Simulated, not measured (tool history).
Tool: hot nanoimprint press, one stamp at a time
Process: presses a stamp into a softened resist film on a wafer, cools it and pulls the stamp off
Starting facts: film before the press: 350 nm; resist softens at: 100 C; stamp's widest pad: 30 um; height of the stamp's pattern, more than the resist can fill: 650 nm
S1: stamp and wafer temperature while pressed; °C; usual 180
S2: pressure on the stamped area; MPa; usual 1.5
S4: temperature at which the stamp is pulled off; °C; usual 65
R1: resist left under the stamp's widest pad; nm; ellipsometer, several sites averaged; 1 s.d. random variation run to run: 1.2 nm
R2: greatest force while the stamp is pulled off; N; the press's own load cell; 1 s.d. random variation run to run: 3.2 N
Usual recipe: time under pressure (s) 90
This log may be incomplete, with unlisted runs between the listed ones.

Run 1, day 0: usual settings. Result: R1 176 nm, R2 196 N.
At day 0.883: plate thermocouple calibrated.
Run 2, day 3.221: usual settings. Result: R1 183 nm, R2 195 N.
Run 3, day 6.65: usual settings but S2 1.25 MPa. Result: R1 194.4 nm, R2 203 N.
Run 4, day 10.517: usual settings but S4 61 °C. Result: R1 180.8 nm, R2 211 N.
Run 5, day 13.504: usual settings but S4 61 °C. Result: R1 177.8 nm, R2 214 N.
Run 6, day 17.396: usual settings but S4 61 °C. Result: R1 175.2 nm, R2 222 N.
Run 7, day 20.912: usual settings but time under pressure (s) 50. Result: R1 212.8 nm, R2 213 N.
At day 22.9: plate thermocouple calibrated.
At day 25.5: stamp cleaned and given a new release coat.
Run 8, day 25.5: usual settings but time under pressure (s) 50. Result: R1 223.7 nm, R2 195 N.
Run 9, day 27.296: usual settings but time under pressure (s) 50. Result: R1 224.2 nm, R2 202 N.
Run 10, day 29.471: usual settings but time under pressure (s) 50. Result: R1 221.8 nm, R2 204 N.
Run 11, day 32.846: usual settings but S1 183 °C, S2 1.05 MPa, time under pressure (s) 46, S4 66 °C. Result: R1 231.5 nm, R2 196 N.
Run 12, day 35.371: usual settings but S1 183 °C, S2 1.05 MPa, time under pressure (s) 46, S4 66 °C. Result: R1 232.2 nm, R2 205 N.
Run 13, day 38.375: usual settings but S1 183 °C, S2 1.07 MPa, time under pressure (s) 46, S4 56 °C. Result: R1 224.7 nm, R2 227 N.

Consider 3 possible next runs. They are alternatives, not a sequence: every one starts from the tool as it was left by run 13. What does each give?
Run A, day 41.188: usual settings but S1 184 °C, S2 1.53 MPa, time under pressure (s) 46, S4 68 °C. Result: R1 ?, R2 ?.
Run B, day 41.188: usual settings but S1 187 °C, S4 70 °C. Result: R1 ?, R2 ?.
Run C, day 41.188: usual settings but S1 172 °C, S2 2.15 MPa, time under pressure (s) 46, S4 62 °C. Result: R1 ?, R2 ?.

run     R1   R2
  A  191.4  206
  B    137  208
  C    258  223
Without the tool's hidden state the same runs would have given:
run     R1   R2
  A  190.5  189
  B  136.1  190
  C  255.5  204

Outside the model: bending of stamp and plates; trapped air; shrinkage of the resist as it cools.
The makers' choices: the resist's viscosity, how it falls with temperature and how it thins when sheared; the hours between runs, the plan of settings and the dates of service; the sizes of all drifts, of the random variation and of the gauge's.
